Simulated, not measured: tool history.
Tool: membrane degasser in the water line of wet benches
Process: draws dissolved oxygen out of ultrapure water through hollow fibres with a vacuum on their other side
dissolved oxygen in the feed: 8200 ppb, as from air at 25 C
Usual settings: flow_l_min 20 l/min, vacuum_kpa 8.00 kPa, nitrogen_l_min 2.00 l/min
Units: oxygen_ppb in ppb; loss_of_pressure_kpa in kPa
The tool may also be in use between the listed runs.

Run 1, hour 0.0: usual settings. Result: oxygen_ppb 123.5 ppb, loss_of_pressure_kpa 69.65 kPa.
Run 2, hour 273.4: usual settings but nitrogen_l_min 2.70 l/min. Result: oxygen_ppb 93.8 ppb, loss_of_pressure_kpa 69.60 kPa.
Run 3, hour 466.0: usual settings but nitrogen_l_min 2.70 l/min. Result: oxygen_ppb 94.1 ppb, loss_of_pressure_kpa 69.70 kPa.
Run 4, hour 761.0: usual settings but nitrogen_l_min 2.70 l/min. Result: oxygen_ppb 94.6 ppb, loss_of_pressure_kpa 69.48 kPa.
Run 5, hour 1035.7: usual settings but nitrogen_l_min 2.70 l/min. Result: oxygen_ppb 95.6 ppb, loss_of_pressure_kpa 70.73 kPa.
At hour 1151.4: vacuum gauge calibrated.
Run 6, hour 1217.2: usual settings. Result: oxygen_ppb 118.1 ppb, loss_of_pressure_kpa 69.97 kPa.
Run 7, hour 1473.8: usual settings but nitrogen_l_min 4.71 l/min. Result: oxygen_ppb 58.6 ppb, loss_of_pressure_kpa 70.22 kPa.
Run 8, hour 1691.9: usual settings but nitrogen_l_min 4.71 l/min. Result: oxygen_ppb 57.1 ppb, loss_of_pressure_kpa 70.31 kPa.
Run 9, hour 1956.7: usual settings but vacuum_kpa 14.12 kPa. Result: oxygen_ppb 258.6 ppb, loss_of_pressure_kpa 70.96 kPa.
Run 10, hour 2117.4: usual settings. Result: oxygen_ppb 123.1 ppb, loss_of_pressure_kpa 70.96 kPa.
Run 11, hour 2302.3: usual settings but flow_l_min 22 l/min. Result: oxygen_ppb 137.9 ppb, loss_of_pressure_kpa 77.98 kPa.
Run 12, hour 2436.3: usual settings but vacuum_kpa 5.89 kPa. Result: oxygen_ppb 72.8 ppb, loss_of_pressure_kpa 71.04 kPa.
Run 13, hour 2713.3: usual settings but vacuum_kpa 5.89 kPa. Result: oxygen_ppb 71.9 ppb, loss_of_pressure_kpa 70.95 kPa.
Run 14, hour 2966.3: usual settings but vacuum_kpa 5.89 kPa. Result: oxygen_ppb 71.9 ppb, loss_of_pressure_kpa 71.05 kPa.
Run 15, hour 3122.4: usual settings but flow_l_min 27 l/min, vacuum_kpa 5.89 kPa. Result: oxygen_ppb 112.7 ppb, loss_of_pressure_kpa 95.95 kPa.
Run 16, hour 3246.9: usual settings but flow_l_min 27 l/min, vacuum_kpa 5.89 kPa. Result: oxygen_ppb 112.4 ppb, loss_of_pressure_kpa 96.14 kPa.
Run 17, hour 3411.5: usual settings but flow_l_min 27 l/min, vacuum_kpa 5.89 kPa. Result: oxygen_ppb 114.7 ppb, loss_of_pressure_kpa 95.99 kPa.
Run 18, hour 3583.9: usual settings but flow_l_min 28 l/min, vacuum_kpa 8.60 kPa, nitrogen_l_min 1.60 l/min. Result: oxygen_ppb 246.9 ppb, loss_of_pressure_kpa 99.83 kPa.
Run 19, hour 3792.2: usual settings but nitrogen_l_min 1.64 l/min. Result: oxygen_ppb 146.8 ppb, loss_of_pressure_kpa 71.00 kPa.
Run 20, hour 4051.7: usual settings but flow_l_min 13 l/min, vacuum_kpa 9.50 kPa, nitrogen_l_min 1.37 l/min. Result: oxygen_ppb 150.7 ppb, loss_of_pressure_kpa 46.78 kPa.
Run 21, hour 4266.0: usual settings but flow_l_min 14 l/min, nitrogen_l_min 1.96 l/min. Result: oxygen_ppb 86.4 ppb, loss_of_pressure_kpa 49.84 kPa.
Run 22, hour 4496.7: usual settings but flow_l_min 14 l/min, vacuum_kpa 18.46 kPa, nitrogen_l_min 4.83 l/min. Result: oxygen_ppb 115.7 ppb, loss_of_pressure_kpa 50.54 kPa.
At hour 4589.4: seals of the vacuum lines changed.
Run 23, hour 4755.0: usual settings but flow_l_min 14 l/min, vacuum_kpa 18.46 kPa, nitrogen_l_min 4.83 l/min. Result: oxygen_ppb 111.9 ppb, loss_of_pressure_kpa 50.50 kPa.
Run 24, hour 4915.1: usual settings but flow_l_min 28 l/min, vacuum_kpa 19.88 kPa, nitrogen_l_min 0.85 l/min. Result: oxygen_ppb 1054.8 ppb, loss_of_pressure_kpa 100.47 kPa.
Run 25, hour 5111.2: usual settings but flow_l_min 25 l/min, vacuum_kpa 15.49 kPa, nitrogen_l_min 2.92 l/min. Result: oxygen_ppb 264.9 ppb, loss_of_pressure_kpa 89.56 kPa.
Run 26, hour 5283.6: usual settings but flow_l_min 25 l/min, vacuum_kpa 5.10 kPa, nitrogen_l_min 0.84 l/min. Result: oxygen_ppb 150.5 ppb, loss_of_pressure_kpa 89.82 kPa.
Run 27, hour 5469.3: usual settings but flow_l_min 25 l/min, vacuum_kpa 17.74 kPa, nitrogen_l_min 1.49 l/min. Result: oxygen_ppb 548.7 ppb, loss_of_pressure_kpa 90.10 kPa.
Run 28, hour 5766.0: usual settings but flow_l_min 25 l/min, vacuum_kpa 17.74 kPa, nitrogen_l_min 1.49 l/min. Result: oxygen_ppb 553.4 ppb, loss_of_pressure_kpa 89.71 kPa.
Run 29, hour 5896.5: usual settings but flow_l_min 24 l/min. Result: oxygen_ppb 158.1 ppb, loss_of_pressure_kpa 86.65 kPa.
Run 30, hour 6183.4: usual settings but flow_l_min 13 l/min, vacuum_kpa 6.52 kPa. Result: oxygen_ppb 57.2 ppb, loss_of_pressure_kpa 47.57 kPa.
At hour 6411.8: vacuum gauge calibrated.
Run 31, hour 6431.7: usual settings but flow_l_min 15 l/min, vacuum_kpa 7.55 kPa. Result: oxygen_ppb 79.9 ppb, loss_of_pressure_kpa 54.56 kPa.
Run 32, hour 6679.1: usual settings but flow_l_min 17 l/min. Result: oxygen_ppb 99.6 ppb, loss_of_pressure_kpa 60.86 kPa.

3 ways to go on from here, each from the tool as it stands after run 32. What would each give?
Run A, hour 6805.0: usual settings but flow_l_min 18 l/min, nitrogen_l_min 2.27 l/min. Result: oxygen_ppb ?, loss_of_pressure_kpa ?.
Run B, hour 6805.0: usual settings but flow_l_min 17 l/min, nitrogen_l_min 0.92 l/min. Result: oxygen_ppb ?, loss_of_pressure_kpa ?.
Run C, hour 6805.0: usual settings but flow_l_min 28 l/min, vacuum_kpa 6.64 kPa, nitrogen_l_min 5.84 l/min. Result: oxygen_ppb ?, loss_of_pressure_kpa ?.

run  oxygen_ppb  loss_of_pressure_kpa
  A        94.0                 65.67
  B       196.9                 61.90
  C        74.8                101.59
Without the tool's hidden state the same runs would have given:
run  oxygen_ppb  loss_of_pressure_kpa
  A        91.6                 59.71
  B       195.3                 56.28
  C        60.5                 92.36
